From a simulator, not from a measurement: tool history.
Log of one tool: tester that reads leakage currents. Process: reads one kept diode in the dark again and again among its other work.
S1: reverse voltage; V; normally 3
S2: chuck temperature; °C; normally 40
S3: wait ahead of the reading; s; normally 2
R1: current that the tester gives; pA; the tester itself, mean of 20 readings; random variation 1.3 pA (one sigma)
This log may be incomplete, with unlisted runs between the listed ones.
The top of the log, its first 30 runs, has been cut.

run   hour    S1  S2    S3      R1
 31  711.7  5.86  35  1.09  413.41
 32  737.3   1.8  29     2  127.85
 33  762.3  1.98  20     2   63.18
 34  777.6     3  40  0.32  411.41
 35  810.8  6.35  23  0.89  162.27
 36  836.3  2.41  23  0.89   91.05
 37  851.9  2.41  23  0.89   91.45
 38  867.7  4.85  23     8  137.49
 39  883.2  4.85  25     8  163.03

Predict each of these 4 candidate next runs independently; none follows another, all start after run 39:
  A  908.9  8.91  40    2   ?
  B  908.9  4.85  24    8   ?
  C  908.9  4.35  25  1.8   ?
  D  908.9  1.92  54    8   ?

run      R1
  A  770.36
  B  148.52
  C  152.83
  D  870.47
Without the tool's hidden state the same runs would have given:
run      R1
  A  788.91
  B  151.36
  C  155.94
  D  892.58
